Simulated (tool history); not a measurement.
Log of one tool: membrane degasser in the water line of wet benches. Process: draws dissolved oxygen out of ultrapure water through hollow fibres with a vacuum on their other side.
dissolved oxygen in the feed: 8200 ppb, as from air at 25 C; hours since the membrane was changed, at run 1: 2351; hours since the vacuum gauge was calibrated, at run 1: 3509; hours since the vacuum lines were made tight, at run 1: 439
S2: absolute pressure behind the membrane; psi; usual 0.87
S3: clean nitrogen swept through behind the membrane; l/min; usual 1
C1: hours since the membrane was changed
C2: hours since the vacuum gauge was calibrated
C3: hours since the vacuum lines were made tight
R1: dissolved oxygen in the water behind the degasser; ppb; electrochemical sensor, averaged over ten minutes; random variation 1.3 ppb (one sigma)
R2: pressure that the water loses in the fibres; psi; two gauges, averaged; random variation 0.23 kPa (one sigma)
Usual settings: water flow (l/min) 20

run 1 hour=0 | water_flow_(l/min)=20 S2=0.87 S3=1 | C1=2351 C2=3509 C3=439 | R1=130 R2=8.553
run 2 hour=33.2 | water_flow_(l/min)=20 S2=0.87 S3=1 | C1=2384 C2=3542 C3=472 | R1=133.3 R2=8.477
run 3 hour=92 | water_flow_(l/min)=20 S2=0.87 S3=1 | C1=2443 C2=3601 C3=530 | R1=132.7 R2=8.553
run 4 hour=137.1 | water_flow_(l/min)=20 S2=0.87 S3=0.46 | C1=2488 C2=3646 C3=576 | R1=246 R2=8.501
run 5 hour=177.3 | water_flow_(l/min)=20 S2=0.87 S3=0.46 | C1=2528 C2=3687 C3=616 | R1=249.7 R2=8.521
run 6 hour=234.3 | water_flow_(l/min)=20 S2=0.87 S3=0.46 | C1=2585 C2=3744 C3=673 | R1=249.9 R2=8.508
run 7 hour=285.1 | water_flow_(l/min)=20 S2=1.243 S3=0.46 | C1=2636 C2=3794 C3=724 | R1=453 R2=8.573
run 8 hour=320.7 | water_flow_(l/min)=20 S2=1.243 S3=0.46 | C1=2671 C2=3830 C3=759 | R1=452.9 R2=8.549
run 9 hour=369 | water_flow_(l/min)=13 S2=0.87 S3=0.97 | C1=2720 C2=3878 C3=808 | R1=90.7 R2=5.555
run 10 hour=415.5 | water_flow_(l/min)=13 S2=0.87 S3=0.97 | C1=2766 C2=3925 C3=854 | R1=90.1 R2=5.527
run 11 hour=471.3 | water_flow_(l/min)=13 S2=1.362 S3=1.34 | C1=2822 C2=3981 C3=910 | R1=145.6 R2=5.545

Forecast run 12:
run 12 hour=510.6 | water_flow_(l/min)=20 S2=0.87 S3=0.43 | C1=2861 C2=4020 C3=949 | R1=? R2=?

R1: 259.4 ppb
R2: 8.534 psi
Without the tool's hidden state the same run would have given R1 249.5 ppb, R2 8.425 psi.

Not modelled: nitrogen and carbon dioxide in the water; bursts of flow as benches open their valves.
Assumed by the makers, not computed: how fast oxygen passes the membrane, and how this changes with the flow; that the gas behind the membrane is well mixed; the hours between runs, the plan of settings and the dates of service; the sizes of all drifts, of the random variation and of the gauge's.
